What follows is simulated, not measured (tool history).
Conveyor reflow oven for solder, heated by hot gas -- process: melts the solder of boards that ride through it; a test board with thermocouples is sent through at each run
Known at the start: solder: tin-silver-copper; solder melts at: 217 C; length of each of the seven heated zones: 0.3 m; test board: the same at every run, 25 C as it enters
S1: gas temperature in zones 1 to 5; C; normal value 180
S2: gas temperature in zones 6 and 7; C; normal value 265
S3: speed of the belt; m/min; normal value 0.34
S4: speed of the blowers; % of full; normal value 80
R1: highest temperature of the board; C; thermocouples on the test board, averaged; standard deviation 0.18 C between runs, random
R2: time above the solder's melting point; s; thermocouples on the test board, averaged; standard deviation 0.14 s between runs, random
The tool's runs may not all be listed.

run,hour,S1,S2,S3,S4,R1,R2
1,0,180,265,0.34,80,256.2,88.2
2,28.8,180,265,0.34,80,256.4,88.1
3,52.2,180,265,0.34,80,255.9,88
4,86.7,180,265,0.323,80,256.8,93.9
5,116.7,180,265,0.323,53,253.2,89.2
6,136.9,180,265,0.323,53,253.4,89
7,163.7,180,265,0.323,53,253.1,89.1
8,196.9,180,265,0.34,80,256.1,87.8
9,220.9,180,270,0.34,80,260.9,91.4
10,241.8,180,265,0.332,80,256.5,90.9
11,278.3,180,265,0.332,80,256.8,90.9
12,309.7,180,265,0.332,80,256.6,90.9
13,333.9,180,265,0.34,80,256.3,88.2
14,368.2,180,265,0.34,80,255.9,88.1
15,386.8,180,265,0.34,80,256.2,88.1
16,404.9,170,265,0.34,80,255.1,82.5
17,433.1,180,262,0.315,80,254.8,94.9
18,454.2,194,262,0.369,69,252.2,84.8
19,483.6,187,265,0.403,62,250.1,70.3
20,522.6,187,265,0.403,79,253,74
21,545.4,187,265,0.403,79,252.8,74.1
22,564.7,172,265,0.34,80,255.3,83.5
23,585.4,186,265,0.309,86,258.7,103.5
24,625.1,186,280,0.376,86,269.3,89.7
25,651,186,278,0.376,62,263.4,85.9
26,682.9,194,278,0.357,62,266.4,96.5
27,713,176,271,0.3,58,261.4,101.5
28,745.4,179,269,0.34,52,255.3,85
29,772,194,269,0.344,52,257.2,94.7

Between the runs listed above, the log contained 2 entries, not reproduced here. Where in the sequence does each belong, and how does what the log doesn't record of the tool's condition differ from the listed run before to the listed run after?
Logged between run 11 and run 12: flux residue cleaned out of gas plates and filters (hour 291.1)
  heat that the gas passes to the board, % of a clean oven's: 99.8 -> 100
Logged between run 25 and run 26: belt drive overhauled, speed set with a stopwatch (hour 658.4)
  belt's true speed, % of the reading: 99.96 -> 100; true gas temperature in zones 6 and 7 over the reading, C: -0.02 -> -0.03

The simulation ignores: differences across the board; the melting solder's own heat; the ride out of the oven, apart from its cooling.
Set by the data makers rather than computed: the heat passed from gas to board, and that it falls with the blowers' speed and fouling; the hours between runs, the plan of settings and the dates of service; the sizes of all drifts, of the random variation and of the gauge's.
